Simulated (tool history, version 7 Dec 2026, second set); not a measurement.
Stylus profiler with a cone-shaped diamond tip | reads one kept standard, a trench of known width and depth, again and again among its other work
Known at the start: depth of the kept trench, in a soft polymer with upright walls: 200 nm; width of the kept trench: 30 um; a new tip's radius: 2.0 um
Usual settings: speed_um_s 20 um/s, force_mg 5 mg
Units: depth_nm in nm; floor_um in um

run    hour  speed_um_s  force_mg  depth_nm  floor_um
  1       0          20         5    201.79     27.83
  2     100          20         5    201.79     27.82
  3   154.1          13         5    201.55     27.78
  4   235.2          13         5    201.79     27.72
  5   299.8          13         5    201.51     27.76
  6     415          20         5     201.5     27.65
  7   538.9          20         5    201.51     27.64
  8   671.5          20         5    201.57     27.56
  9     759          14         5    201.56     27.55
 10   815.9          14         5     201.3     27.48
 11   913.3          14         5    201.25     27.44
 12  1035.6          27         5     201.3     27.38
 13  1145.6          20         5    201.25     27.35
 14  1248.5          20         5    201.18     27.34
 15  1356.1          20         5    201.08     27.27
 16  1446.1          20         5       201     27.26
       1540  -- new tip fitted, height scale calibrated
 17  1554.6          20         5    202.08     28.19
 18  1673.4          20         5     202.1     28.11
 19  1731.5          20         5    202.04     28.07
 20    1854          20         5    201.95        28
 21  1953.8          39         5    201.92     27.93
 22  2046.4          20         5    201.71     27.92
 23  2138.6           6         5    201.75     27.89
 24  2242.1           6         5    201.85     27.85
     2254.6  -- height scale calibrated on a step standard
 25  2322.3           6         5    201.51     27.83
 26  2436.9          57      5.02    201.43      27.6
 27  2557.7          16         5    201.64     27.67
 28  2617.5          16         5     201.4     27.62
     2690.4  -- height scale calibrated on a step standard, once more
 29  2721.3          45     13.62    204.02     27.57
 30  2796.8          11     12.38    203.71     27.57
 31  2862.1          11     12.38    203.69     27.61
 32    2986          14         5    201.98     27.51
 33  3085.8           7      12.1    203.46     27.43
 34  3176.7           7      12.1    203.57     27.43
 35  3237.1           7      12.1    203.32      27.4
 36  3335.8          10      2.94    201.14     27.37
 37  3446.8           7         5     201.8      27.3
 38  3517.5           7         5    201.58     27.32
 39  3575.1          11      4.22    201.55     27.29
     3632.8  -- new tip fitted, height scale calibrated
 40  3689.2          32       2.2    201.13     28.03
 41  3820.3          10     10.33    203.25     28.12

Run 42 comes next. What will it give?
 42  3875.9          18      8.53         ?         ?

{"run 42": {"depth_nm": 202.94, "floor_um": 28.1}}
Without the tool's hidden state the same run would have given depth_nm 203.02 nm, floor_um 28.22 um.
